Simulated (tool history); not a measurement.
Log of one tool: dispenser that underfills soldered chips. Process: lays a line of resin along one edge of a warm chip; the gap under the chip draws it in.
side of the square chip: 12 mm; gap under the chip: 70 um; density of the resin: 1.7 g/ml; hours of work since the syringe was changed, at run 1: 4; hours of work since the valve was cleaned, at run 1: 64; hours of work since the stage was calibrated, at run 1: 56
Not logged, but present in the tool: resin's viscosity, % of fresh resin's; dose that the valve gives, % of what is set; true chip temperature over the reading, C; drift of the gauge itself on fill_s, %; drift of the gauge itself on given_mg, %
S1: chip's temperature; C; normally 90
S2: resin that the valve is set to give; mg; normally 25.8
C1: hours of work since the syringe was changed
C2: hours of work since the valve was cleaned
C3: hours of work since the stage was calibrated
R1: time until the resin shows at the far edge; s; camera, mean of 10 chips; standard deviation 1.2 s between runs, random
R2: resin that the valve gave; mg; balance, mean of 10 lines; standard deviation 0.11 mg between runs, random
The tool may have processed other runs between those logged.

run,day,S1,S2,C1,C2,C3,R1,R2
1,0,90,25.8,4,64,56,165.8,24.41
# day 0.258: new syringe of resin
2,0.325,90,25.8,1,69,61,132.3,24.14
3,0.542,90,24.2,5,73,65,186.9,22.71
# day 0.738: new syringe of resin
4,0.842,90,24.2,2,78,70,142.7,22.63
5,0.992,90,25.8,4,80,72,170.1,24.12
# day 1.212: new syringe of resin
6,1.312,90,24.6,2,85,77,138.4,22.65
7,1.6,90,24.6,6,90,82,210.6,22.64
# day 1.688: new syringe of resin
8,1.8,90,24.6,2,93,85,147.5,22.5
9,1.958,90,24.6,5,96,88,176.2,22.47
# day 2.167: new syringe of resin
10,2.308,90,24.6,2,102,94,146.7,22.52
11,2.542,90,24.6,6,106,98,205.7,22.22
# day 2.667: new syringe of resin
12,2.808,90,25.8,2,110,102,148.1,23.59
13,3.025,90,25.8,6,114,106,195.3,23.28
# day 3.15: new syringe of resin
14,3.221,90,25.6,1,117,109,132.7,23.16
# day 3.283: dispensing valve cleaned and set on the balance
15,3.567,90,25.6,6,5,114,200.9,25.54
# day 3.683: new syringe of resin
16,3.888,93,25.6,3,10,119,142.2,25.32
17,4.088,93,25.6,7,13,122,184.6,25.14
# day 4.175: new syringe of resin
18,4.375,104,21.9,3,18,127,94.4,21.61
# day 4.658: new syringe of resin
19,4.679,105,22.8,0,23,132,71.6,22.31
20,4.992,83,31.5,6,28,137,247.6,30.6

Predict the results of run 21:
# day 5.146: new syringe of resin
21,5.221,83,31.5,1,32,140,?,?

{"run 21": {"R1": 176.7, "R2": 30.55}}
Were there no unlogged condition in the tool, this run, its random variation unchanged, would have produced R1 157.8 s, R2 31.44 mg.

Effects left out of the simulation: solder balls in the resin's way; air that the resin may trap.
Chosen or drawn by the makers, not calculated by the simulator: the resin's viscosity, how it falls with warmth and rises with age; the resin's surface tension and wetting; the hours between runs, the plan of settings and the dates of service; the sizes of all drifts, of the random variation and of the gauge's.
